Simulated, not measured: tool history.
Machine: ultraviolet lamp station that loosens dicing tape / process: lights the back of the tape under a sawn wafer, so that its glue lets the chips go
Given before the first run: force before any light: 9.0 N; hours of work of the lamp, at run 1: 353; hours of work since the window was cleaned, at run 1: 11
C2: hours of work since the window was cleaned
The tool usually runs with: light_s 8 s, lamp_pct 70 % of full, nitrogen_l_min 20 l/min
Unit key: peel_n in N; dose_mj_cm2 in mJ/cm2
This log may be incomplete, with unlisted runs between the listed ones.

run 1 hour=0.0 | light_s=8 lamp_pct=70 nitrogen_l_min=20 | hours_of_work_of_the_lamp=353 C2=11 | peel_n=0.365 dose_mj_cm2=374
run 2 hour=43.8 | light_s=8 lamp_pct=70 nitrogen_l_min=20 | hours_of_work_of_the_lamp=386 C2=44 | peel_n=0.380 dose_mj_cm2=373
run 3 hour=80.3 | light_s=8 lamp_pct=70 nitrogen_l_min=20 | hours_of_work_of_the_lamp=414 C2=72 | peel_n=0.390 dose_mj_cm2=369
run 4 hour=136.5 | light_s=8 lamp_pct=93 nitrogen_l_min=20 | hours_of_work_of_the_lamp=456 C2=114 | peel_n=0.214 dose_mj_cm2=482
run 5 hour=205.2 | light_s=8 lamp_pct=93 nitrogen_l_min=20 | hours_of_work_of_the_lamp=508 C2=166 | peel_n=0.212 dose_mj_cm2=469
run 6 hour=279.3 | light_s=8 lamp_pct=93 nitrogen_l_min=20 | hours_of_work_of_the_lamp=564 C2=222 | peel_n=0.229 dose_mj_cm2=460
run 7 hour=325.3 | light_s=8 lamp_pct=93 nitrogen_l_min=20 | hours_of_work_of_the_lamp=599 C2=257 | peel_n=0.240 dose_mj_cm2=452
run 8 hour=391.1 | light_s=8 lamp_pct=93 nitrogen_l_min=20 | hours_of_work_of_the_lamp=648 C2=307 | peel_n=0.249 dose_mj_cm2=444
run 9 hour=447.1 | light_s=8 lamp_pct=70 nitrogen_l_min=20 | hours_of_work_of_the_lamp=691 C2=349 | peel_n=0.534 dose_mj_cm2=330
-- hour=451.2 window cleaned of glue's vapour
run 10 hour=518.5 | light_s=8 lamp_pct=70 nitrogen_l_min=20 | hours_of_work_of_the_lamp=744 C2=51 | peel_n=0.606 dose_mj_cm2=310
run 11 hour=585.1 | light_s=8 lamp_pct=70 nitrogen_l_min=20 | hours_of_work_of_the_lamp=794 C2=101 | peel_n=0.647 dose_mj_cm2=300
-- hour=611.8 window cleaned of glue's vapour, once more
run 12 hour=629.8 | light_s=7 lamp_pct=70 nitrogen_l_min=6 | hours_of_work_of_the_lamp=828 C2=14 | peel_n=1.531 dose_mj_cm2=291
run 13 hour=682.8 | light_s=7 lamp_pct=70 nitrogen_l_min=6 | hours_of_work_of_the_lamp=868 C2=54 | peel_n=1.486 dose_mj_cm2=285
run 14 hour=715.4 | light_s=8 lamp_pct=70 nitrogen_l_min=18 | hours_of_work_of_the_lamp=893 C2=78 | peel_n=0.577 dose_mj_cm2=317
run 15 hour=781.4 | light_s=8 lamp_pct=70 nitrogen_l_min=18 | hours_of_work_of_the_lamp=942 C2=128 | peel_n=0.630 dose_mj_cm2=313
run 16 hour=834.1 | light_s=6 lamp_pct=66 nitrogen_l_min=8 | hours_of_work_of_the_lamp=982 C2=168 | peel_n=2.044 dose_mj_cm2=215
run 17 hour=898.4 | light_s=6 lamp_pct=66 nitrogen_l_min=8 | hours_of_work_of_the_lamp=1031 C2=216 | peel_n=1.985 dose_mj_cm2=212
run 18 hour=942.0 | light_s=16 lamp_pct=70 nitrogen_l_min=14 | hours_of_work_of_the_lamp=1064 C2=249 | peel_n=0.172 dose_mj_cm2=588
run 19 hour=1012.2 | light_s=5 lamp_pct=71 nitrogen_l_min=22 | hours_of_work_of_the_lamp=1117 C2=302 | peel_n=1.676 dose_mj_cm2=184

Below are 3 alternative next runs, each starting from the tool's condition after run 19. Predict each:
run A hour=1066.5 | light_s=5 lamp_pct=75 nitrogen_l_min=21 | hours_of_work_of_the_lamp=1158 C2=343 | peel_n=? dose_mj_cm2=?
run B hour=1066.5 | light_s=8 lamp_pct=70 nitrogen_l_min=22 | hours_of_work_of_the_lamp=1158 C2=343 | peel_n=? dose_mj_cm2=?
run C hour=1066.5 | light_s=8 lamp_pct=84 nitrogen_l_min=20 | hours_of_work_of_the_lamp=1158 C2=343 | peel_n=? dose_mj_cm2=?

run=A peel_n=1.676 dose_mj_cm2=185
run=B peel_n=0.690 dose_mj_cm2=282
run=C peel_n=0.482 dose_mj_cm2=334
The same runs, with their run-to-run variation unchanged, on a tool lacking any hidden condition would have given:
run=A peel_n=0.752 dose_mj_cm2=278
run=B peel_n=0.256 dose_mj_cm2=423
run=C peel_n=0.182 dose_mj_cm2=502

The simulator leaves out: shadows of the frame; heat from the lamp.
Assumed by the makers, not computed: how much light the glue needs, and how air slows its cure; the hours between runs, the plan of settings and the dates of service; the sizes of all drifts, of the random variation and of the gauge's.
